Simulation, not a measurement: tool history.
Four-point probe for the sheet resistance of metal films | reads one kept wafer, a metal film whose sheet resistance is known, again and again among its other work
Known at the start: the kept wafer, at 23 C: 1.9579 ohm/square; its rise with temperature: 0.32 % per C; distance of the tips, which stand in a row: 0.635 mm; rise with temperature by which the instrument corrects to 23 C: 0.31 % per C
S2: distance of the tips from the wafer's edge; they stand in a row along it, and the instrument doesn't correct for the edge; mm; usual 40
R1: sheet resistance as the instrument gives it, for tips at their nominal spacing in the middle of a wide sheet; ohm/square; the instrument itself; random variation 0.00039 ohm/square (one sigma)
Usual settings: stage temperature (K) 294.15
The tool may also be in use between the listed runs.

run 1 hour=0 | stage_temperature_(K)=294.15 S2=40 | R1=1.962716
run 2 hour=83.7 | stage_temperature_(K)=294.15 S2=40 | R1=1.963308
run 3 hour=159.9 | stage_temperature_(K)=294.15 S2=40 | R1=1.963232
run 4 hour=238.5 | stage_temperature_(K)=294.15 S2=40 | R1=1.963562
run 5 hour=289 | stage_temperature_(K)=303.15 S2=40 | R1=1.964624
run 6 hour=346.7 | stage_temperature_(K)=303.15 S2=40 | R1=1.96477
run 7 hour=415.7 | stage_temperature_(K)=303.15 S2=40 | R1=1.964841
run 8 hour=455.1 | stage_temperature_(K)=294.15 S2=40 | R1=1.96416
run 9 hour=505.5 | stage_temperature_(K)=294.15 S2=40 | R1=1.963914
run 10 hour=554.1 | stage_temperature_(K)=294.15 S2=40 | R1=1.964111
run 11 hour=588.1 | stage_temperature_(K)=294.15 S2=40 | R1=1.964303
run 12 hour=668.9 | stage_temperature_(K)=294.15 S2=40 | R1=1.963819
run 13 hour=728.9 | stage_temperature_(K)=294.15 S2=40 | R1=1.963851
run 14 hour=800.5 | stage_temperature_(K)=294.15 S2=40 | R1=1.964502
run 15 hour=858.4 | stage_temperature_(K)=294.15 S2=40 | R1=1.965425
run 16 hour=940.5 | stage_temperature_(K)=302.15 S2=16 | R1=1.967421
run 17 hour=1002.8 | stage_temperature_(K)=304.15 S2=35 | R1=1.966218
run 18 hour=1051 | stage_temperature_(K)=301.15 S2=21 | R1=1.966363
run 19 hour=1115 | stage_temperature_(K)=301.15 S2=21 | R1=1.966823
run 20 hour=1196.7 | stage_temperature_(K)=298.15 S2=25 | R1=1.966696
run 21 hour=1272 | stage_temperature_(K)=298.15 S2=25 | R1=1.966434
run 22 hour=1354.9 | stage_temperature_(K)=298.15 S2=25 | R1=1.966783
run 23 hour=1413.5 | stage_temperature_(K)=300.15 S2=6 | R1=1.978937
run 24 hour=1475.3 | stage_temperature_(K)=300.15 S2=6 | R1=1.978558
run 25 hour=1515.9 | stage_temperature_(K)=300.15 S2=23 | R1=1.966939
run 26 hour=1559.4 | stage_temperature_(K)=292.15 S2=23 | R1=1.965645
run 27 hour=1615.2 | stage_temperature_(K)=292.15 S2=23 | R1=1.966115
run 28 hour=1694 | stage_temperature_(K)=299.15 S2=13 | R1=1.969986
run 29 hour=1731.8 | stage_temperature_(K)=299.15 S2=45 | R1=1.966894

Hidden state or all else? Some run-to-run changes of R1, split into what the settings, what came in and random variation would give without the hidden state, and what is left for the hidden state (with any gauge scatter that isn't in both results):
The hidden state here: inner tips' distance over the nominal, %; tips' flats over new ones', %; wafer's true temperature over the reading, C; drift of the gauge itself on sheet_ohm, %.
Run 15 -> 16: stage temperature (K) 294.15 -> 302.15, S2 40 -> 16. R1 +0.001996 ohm/square: hidden state +0.000201, all else +0.001795.
Run 22 -> 23: stage temperature (K) 298.15 -> 300.15, S2 25 -> 6. R1 +0.012154 ohm/square: hidden state +0.000174, all else +0.01198.
Run 24 -> 25: S2 6 -> 23. R1 -0.011619 ohm/square: hidden state +0.000038, all else -0.011657.
Run 27 -> 28: stage temperature (K) 292.15 -> 299.15, S2 23 -> 13. R1 +0.003871 ohm/square: hidden state +0.000208, all else +0.003663.

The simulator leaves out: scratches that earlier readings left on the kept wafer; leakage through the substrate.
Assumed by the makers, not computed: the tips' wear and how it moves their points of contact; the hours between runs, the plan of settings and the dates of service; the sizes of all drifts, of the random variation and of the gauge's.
